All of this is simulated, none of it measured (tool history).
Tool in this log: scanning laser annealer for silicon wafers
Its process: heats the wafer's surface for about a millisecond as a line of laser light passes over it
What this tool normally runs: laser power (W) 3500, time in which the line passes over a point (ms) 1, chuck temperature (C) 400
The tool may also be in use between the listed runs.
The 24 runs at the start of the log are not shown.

run,day,laser power (W),time in which the line passes over a point (ms),chuck temperature (C),hours of work since the window was cleaned,hours of work since the power meter was calibrated,hours of work since the optics were aligned,highest temperature of the surface (C)
# day 74.062: window over the wafer cleaned
25,75.267,3272,1.08,400,16,2187,399,1194
26,77.4,3504,1.19,400,44,2215,426,1297
27,79.733,3469,1.02,424,74,2246,457,1238
28,83.408,3469,1.02,424,122,2294,505,1236
29,85.725,3500,1.11,400,153,2324,536,1259
30,89.654,3476,0.77,365,204,2376,587,1061
31,93.017,3476,0.77,365,248,2420,631,1063
32,96.225,3476,0.77,365,290,2462,673,1063
33,98.5,3476,0.77,365,320,2491,703,1062

Run 34 has not been measured yet. What should we expect?
# day 102.775: optics aligned, line set to its width
34,102.775,3476,0.77,365,373,2545,0,?

{"run 34": {"highest temperature of the surface (C)": 1063}}
With the hidden condition absent and the run-to-run variation left alone, this run would have shown highest temperature of the surface (C) 1063.
